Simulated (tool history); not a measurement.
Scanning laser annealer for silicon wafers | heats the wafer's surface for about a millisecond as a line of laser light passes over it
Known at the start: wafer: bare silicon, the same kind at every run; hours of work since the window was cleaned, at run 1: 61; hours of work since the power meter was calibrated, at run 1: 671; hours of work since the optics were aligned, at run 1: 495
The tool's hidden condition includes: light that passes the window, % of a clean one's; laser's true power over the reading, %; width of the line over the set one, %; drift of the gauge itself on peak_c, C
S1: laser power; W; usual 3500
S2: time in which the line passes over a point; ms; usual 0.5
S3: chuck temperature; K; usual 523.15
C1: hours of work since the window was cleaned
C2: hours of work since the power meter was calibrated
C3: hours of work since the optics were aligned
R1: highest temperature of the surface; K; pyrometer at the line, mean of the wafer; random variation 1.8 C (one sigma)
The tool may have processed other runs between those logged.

{"run": 1, "hour": 0.0, "S1": 3500, "S2": 0.5, "S3": 523.15, "C1": 61, "C2": 671, "C3": 495, "R1": 1286.15}
{"run": 2, "hour": 45.6, "S1": 3656, "S2": 0.5, "S3": 523.15, "C1": 91, "C2": 701, "C3": 524, "R1": 1315.15}
{"run": 3, "hour": 91.1, "S1": 3422, "S2": 0.5, "S3": 523.15, "C1": 121, "C2": 731, "C3": 554, "R1": 1264.15}
{"run": 4, "hour": 140.1, "S1": 3422, "S2": 0.5, "S3": 523.15, "C1": 153, "C2": 763, "C3": 586, "R1": 1265.15}
{"run": 5, "hour": 168.8, "S1": 3500, "S2": 0.456, "S3": 523.15, "C1": 171, "C2": 781, "C3": 605, "R1": 1241.15}
{"run": 6, "hour": 197.3, "S1": 3500, "S2": 0.456, "S3": 560.15, "C1": 190, "C2": 800, "C3": 623, "R1": 1278.15}
{"run": 7, "hour": 237.9, "S1": 3500, "S2": 0.456, "S3": 560.15, "C1": 216, "C2": 826, "C3": 650, "R1": 1278.15}
{"run": 8, "hour": 285.2, "S1": 3500, "S2": 0.5, "S3": 523.15, "C1": 247, "C2": 857, "C3": 680, "R1": 1276.15}
{"run": 9, "hour": 327.3, "S1": 3500, "S2": 0.5, "S3": 523.15, "C1": 275, "C2": 885, "C3": 708, "R1": 1273.15}
{"run": 10, "hour": 362.3, "S1": 3500, "S2": 0.5, "S3": 523.15, "C1": 297, "C2": 907, "C3": 731, "R1": 1275.15}
{"hour": 368.7, "done": "laser's power meter calibrated"}
{"run": 11, "hour": 390.0, "S1": 3500, "S2": 0.378, "S3": 523.15, "C1": 314, "C2": 14, "C3": 747, "R1": 1164.15}
{"run": 12, "hour": 435.1, "S1": 3332, "S2": 0.5, "S3": 523.15, "C1": 343, "C2": 43, "C3": 776, "R1": 1235.15}
{"run": 13, "hour": 490.5, "S1": 3500, "S2": 0.5, "S3": 523.15, "C1": 379, "C2": 79, "C3": 812, "R1": 1266.15}
{"run": 14, "hour": 515.0, "S1": 3500, "S2": 0.5, "S3": 523.15, "C1": 395, "C2": 95, "C3": 828, "R1": 1269.15}
{"run": 15, "hour": 559.0, "S1": 3500, "S2": 0.444, "S3": 523.15, "C1": 424, "C2": 124, "C3": 857, "R1": 1218.15}
{"run": 16, "hour": 584.7, "S1": 3732, "S2": 0.444, "S3": 518.15, "C1": 440, "C2": 141, "C3": 874, "R1": 1254.15}
{"run": 17, "hour": 630.6, "S1": 3732, "S2": 0.444, "S3": 518.15, "C1": 470, "C2": 171, "C3": 903, "R1": 1254.15}
{"hour": 674.8, "done": "laser's power meter calibrated, once more"}
{"run": 18, "hour": 674.8, "S1": 3209, "S2": 0.444, "S3": 518.15, "C1": 497, "C2": 0, "C3": 930, "R1": 1155.15}
{"run": 19, "hour": 717.5, "S1": 3500, "S2": 0.381, "S3": 523.15, "C1": 525, "C2": 28, "C3": 958, "R1": 1156.15}
{"hour": 756.1, "done": "window over the wafer cleaned"}
{"hour": 761.1, "done": "optics aligned, line set to its width"}
{"run": 20, "hour": 765.2, "S1": 3500, "S2": 0.518, "S3": 523.15, "C1": 3, "C2": 54, "C3": 3, "R1": 1309.15}
{"run": 21, "hour": 813.3, "S1": 3243, "S2": 0.38, "S3": 547.15, "C1": 34, "C2": 86, "C3": 34, "R1": 1164.15}
{"run": 22, "hour": 844.0, "S1": 3021, "S2": 0.598, "S3": 523.15, "C1": 54, "C2": 106, "C3": 54, "R1": 1256.15}
{"run": 23, "hour": 885.4, "S1": 3500, "S2": 0.5, "S3": 515.15, "C1": 81, "C2": 133, "C3": 81, "R1": 1276.15}
{"run": 24, "hour": 934.6, "S1": 3229, "S2": 0.539, "S3": 530.15, "C1": 113, "C2": 165, "C3": 113, "R1": 1266.15}
{"run": 25, "hour": 963.8, "S1": 3454, "S2": 0.423, "S3": 511.15, "C1": 132, "C2": 184, "C3": 132, "R1": 1200.15}
{"run": 26, "hour": 1018.5, "S1": 3323, "S2": 0.575, "S3": 524.15, "C1": 168, "C2": 219, "C3": 168, "R1": 1303.15}

Alternative continuations, all from the tool just after run 26; predict every row:
{"run": "A", "hour": 1067.4, "S1": 3161, "S2": 0.406, "S3": 493.15, "C1": 200, "C2": 251, "C3": 200, "R1": "?"}
{"run": "B", "hour": 1067.4, "S1": 3323, "S2": 0.575, "S3": 530.15, "C1": 200, "C2": 251, "C3": 200, "R1": "?"}
{"run": "C", "hour": 1067.4, "S1": 3686, "S2": 0.378, "S3": 524.15, "C1": 200, "C2": 251, "C3": 200, "R1": "?"}
{"run": "D", "hour": 1067.4, "S1": 3299, "S2": 0.382, "S3": 507.15, "C1": 200, "C2": 251, "C3": 200, "R1": "?"}
{"run": "E", "hour": 1067.4, "S1": 2978, "S2": 0.5, "S3": 523.15, "C1": 200, "C2": 251, "C3": 200, "R1": "?"}

run=A R1=1109.15
run=B R1=1309.15
run=C R1=1207.15
run=D R1=1129.15
run=E R1=1173.15
With the hidden condition removed and each run's random variation left untouched, the same runs would have given:
run=A R1=1118.15
run=B R1=1321.15
run=C R1=1218.15
run=D R1=1139.15
run=E R1=1183.15
